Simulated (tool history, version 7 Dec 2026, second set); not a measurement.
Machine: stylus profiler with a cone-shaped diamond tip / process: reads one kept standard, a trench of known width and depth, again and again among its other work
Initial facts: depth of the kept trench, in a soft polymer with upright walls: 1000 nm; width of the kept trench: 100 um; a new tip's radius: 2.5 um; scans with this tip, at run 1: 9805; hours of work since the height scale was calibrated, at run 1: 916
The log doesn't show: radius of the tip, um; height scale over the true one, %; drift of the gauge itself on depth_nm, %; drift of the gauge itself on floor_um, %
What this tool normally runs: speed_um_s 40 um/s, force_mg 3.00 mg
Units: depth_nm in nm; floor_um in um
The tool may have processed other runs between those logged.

| run | hour | speed_um_s | force_mg | scans with this tip | hours of work since the height scale was calibrated | depth_nm | floor_um |
|---|---|---|---|---|---|---|---|
| 1 | 0.0 | 40 | 3.00 | 9805 | 916 | 1019.58 | 94.60 |
| 2 | 32.7 | 40 | 3.00 | 10033 | 937 | 1020.07 | 94.55 |
| 3 | 70.1 | 40 | 3.00 | 10294 | 961 | 1020.54 | 94.55 |
| 4 | 92.6 | 40 | 3.00 | 10450 | 976 | 1020.12 | 94.58 |
| 5 | 137.4 | 40 | 3.00 | 10763 | 1005 | 1020.08 | 94.52 |
| 6 | 156.8 | 40 | 3.00 | 10897 | 1018 | 1020.13 | 94.51 |
| 7 | 183.5 | 122 | 3.00 | 11083 | 1035 | 1019.97 | 94.06 |
| 8 | 218.0 | 122 | 3.00 | 11324 | 1058 | 1020.41 | 94.01 |
| 9 | 256.5 | 122 | 3.00 | 11592 | 1083 | 1020.48 | 93.94 |
|  | 278.7 | height scale calibrated on a step standard |
| 10 | 302.3 | 122 | 3.00 | 11908 | 15 | 1015.61 | 93.95 |
| 11 | 335.3 | 56 | 1.06 | 12138 | 37 | 1007.26 | 94.09 |
| 12 | 365.0 | 32 | 3.39 | 12344 | 56 | 1016.85 | 94.40 |
| 13 | 390.8 | 61 | 2.80 | 12524 | 73 | 1014.89 | 94.19 |
| 14 | 436.2 | 16 | 6.48 | 12840 | 102 | 1026.52 | 94.43 |
| 15 | 472.2 | 130 | 7.71 | 13091 | 126 | 1029.95 | 94.08 |
| 16 | 519.1 | 130 | 7.71 | 13418 | 156 | 1030.00 | 94.00 |
| 17 | 544.4 | 26 | 2.73 | 13594 | 173 | 1014.94 | 94.24 |
| 18 | 566.5 | 60 | 1.92 | 13748 | 187 | 1012.01 | 94.07 |
| 19 | 590.4 | 40 | 1.05 | 13915 | 203 | 1008.41 | 94.07 |
| 20 | 612.6 | 40 | 1.05 | 14069 | 217 | 1008.03 | 94.04 |

For each entry between runs, how does the tool's hidden state at the last listed run before it compare with that at the first listed run after it?
After run 9, before run 10: height scale calibrated on a step standard (hour 278.7)
  radius of the tip, um: 4.13 -> 4.17; height scale over the true one, %: 0.451 -> -0.045
  difference, measured minus the result without the unlogged condition, depth_nm: +4.58 -> -0.46 nm; floor_um: -1.39 -> -1.42 um
